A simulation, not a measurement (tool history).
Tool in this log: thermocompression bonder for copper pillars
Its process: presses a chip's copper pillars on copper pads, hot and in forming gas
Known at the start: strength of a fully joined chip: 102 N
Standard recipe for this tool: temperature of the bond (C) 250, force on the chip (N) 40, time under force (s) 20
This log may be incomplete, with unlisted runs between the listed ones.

run	hour	temperature of the bond (C)	force on the chip (N)	time under force (s)	force that shears a chip off (N)
1	0	250	40	20	52.3
2	41.5	257	40	20	56.7
3	81.9	250	38	20	50.5
4	121.6	250	38	20	49.7
5	167.6	250	38	20	50
6	216.3	250	40	20	50.8
7	250.5	250	40	20	50.2
8	297.3	250	40	57	69.9
9	355.5	250	40	57	68.7
10	381.9	250	40	27	55.7
11	435	250	40	27	55.4
12	459.7	259	54	11	58.6
# hour 463.9: force cell calibrated
13	506.9	255	50	43	74.3
14	532	255	50	43	74.7
# hour 572: force cell calibrated, once more
15	592	240	30	43	45.3
16	627.5	240	30	43	45.7
17	671.8	240	25	43	38.2
# hour 709.4: forming gas filter changed
18	709.4	240	25	43	41.5
19	733.7	240	25	43	41.1

Had the tool no unlogged condition, and each run kept its random variation, what would the results have been?
The tool's hidden condition here consists of: true temperature of the bond over the reading, C; force that reaches the chip, % of what is set; oxide that the forming gas leaves, % of the face; drift of the gauge itself on shear_n, %.
run	force that shears a chip off (N)
1	52.7
2	57.4
3	51.3
4	50.6
5	51.2
6	52.2
7	51.8
8	72.6
9	71.8
10	58.2
11	58.2
12	61.8
13	79.3
14	79.9
15	47.4
16	48.1
17	40.3
18	40
19	39.7

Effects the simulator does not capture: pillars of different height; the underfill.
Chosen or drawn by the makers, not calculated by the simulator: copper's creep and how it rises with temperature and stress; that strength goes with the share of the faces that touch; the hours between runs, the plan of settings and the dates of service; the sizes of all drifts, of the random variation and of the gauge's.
